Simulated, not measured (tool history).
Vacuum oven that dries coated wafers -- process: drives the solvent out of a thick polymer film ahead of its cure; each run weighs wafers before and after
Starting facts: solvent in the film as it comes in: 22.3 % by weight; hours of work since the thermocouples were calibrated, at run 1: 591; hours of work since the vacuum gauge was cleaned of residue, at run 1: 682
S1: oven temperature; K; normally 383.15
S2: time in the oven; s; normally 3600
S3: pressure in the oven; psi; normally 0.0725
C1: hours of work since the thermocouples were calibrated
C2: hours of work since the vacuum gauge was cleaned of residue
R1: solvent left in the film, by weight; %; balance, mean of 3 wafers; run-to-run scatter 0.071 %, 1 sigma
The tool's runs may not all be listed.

run	hour	S1	S2	S3	C1	C2	R1
1	0	383.15	3600	0.0725	591	682	5.6
2	54	383.15	3600	0.0725	615	706	5.76
3	115.1	383.15	3600	0.0725	641	732	5.64
4	187.5	383.15	3600	0.0725	673	764	5.75
5	239.7	383.15	3600	0.0625	695	786	5.69
6	278.9	383.15	4020	0.0625	712	803	5.08
7	317.9	383.15	3360	0.0725	729	820	6.02
8	358.5	383.15	3600	0.153	747	838	6.18
9	397.1	383.15	3600	0.2455	764	855	6.85
10	465.6	383.15	3600	0.2455	793	884	6.75
11	532.8	383.15	3600	0.2455	823	914	6.87
12	603	383.15	3600	0.0725	853	944	5.66
13	661.2	383.15	4620	0.0725	878	969	4.34
14	736.4	383.15	4620	0.0725	911	1002	4.35
15	783.7	383.15	4620	0.0725	932	1023	4.52
16	820.8	383.15	4620	0.0725	948	1039	4.3
17	879.1	383.15	4620	0.0725	973	1064	4.49
18	924	383.15	4620	0.0725	993	1084	4.43
19	992.7	369.15	4620	0.0725	1022	1113	10.67
# hour 1023.2: vacuum gauge cleaned of residue and calibrated
20	1045.4	369.15	4620	0.0725	1045	10	10.41
21	1090.3	383.15	3600	0.0725	1064	29	5.86
22	1159.7	384.15	3600	0.0725	1094	59	5.41
23	1216	384.15	3600	0.0725	1119	84	5.52
24	1268	389.15	3600	0.0795	1141	106	3.54
25	1333.2	389.15	3600	0.0795	1170	135	3.55
26	1405.1	389.15	3600	0.0795	1201	166	3.59
27	1439.2	377.15	2880	0.0442	1216	181	9.72
# hour 1459.1: oven's thermocouples calibrated
28	1510.1	377.15	2880	0.0442	22	211	9.08
29	1548.4	386.15	3600	0.1608	39	227	4.61
30	1590.6	389.15	3600	0.0425	57	246	2.91
31	1633.2	384.15	6180	0.0725	76	264	2.25
32	1710	383.15	2100	0.0467	109	298	8.78
33	1771.9	383.15	2100	0.0467	136	324	8.83
34	1804.1	383.15	2100	0.0467	150	338	8.79
35	1881.2	383.15	2100	0.0467	183	372	8.94
36	1928.8	392.15	2040	0.0467	204	393	5.23
37	1970.9	392.15	2040	0.0467	222	411	5.25
38	2029.6	392.15	2040	0.0467	248	436	5.24
39	2070.3	392.15	2100	0.2499	266	454	6.01
40	2102.2	384.15	2100	0.2499	279	468	9.43
41	2167.3	376.15	4080	0.0399	308	496	7.59
42	2230.5	376.15	4080	0.0399	335	524	7.54

Take each entry between the runs: how does the hidden state at the last listed run before it differ from the hidden state at the first listed run after it?
Between runs 19 and 20: vacuum gauge cleaned of residue and calibrated (hour 1023.2)
  true wafer temperature over the reading, C: -1.66 -> -1.7; true pressure over the reading, kPa: 0.274 -> 0.01
  what was measured, less what the result would be without the hidden state, R1: +0.98 -> +0.74 %
Between runs 27 and 28: oven's thermocouples calibrated (hour 1459.1)
  true wafer temperature over the reading, C: -2 -> -0.39; true pressure over the reading, kPa: 0.051 -> 0.058
  what was measured, less what the result would be without the hidden state, R1: +0.86 -> +0.21 %
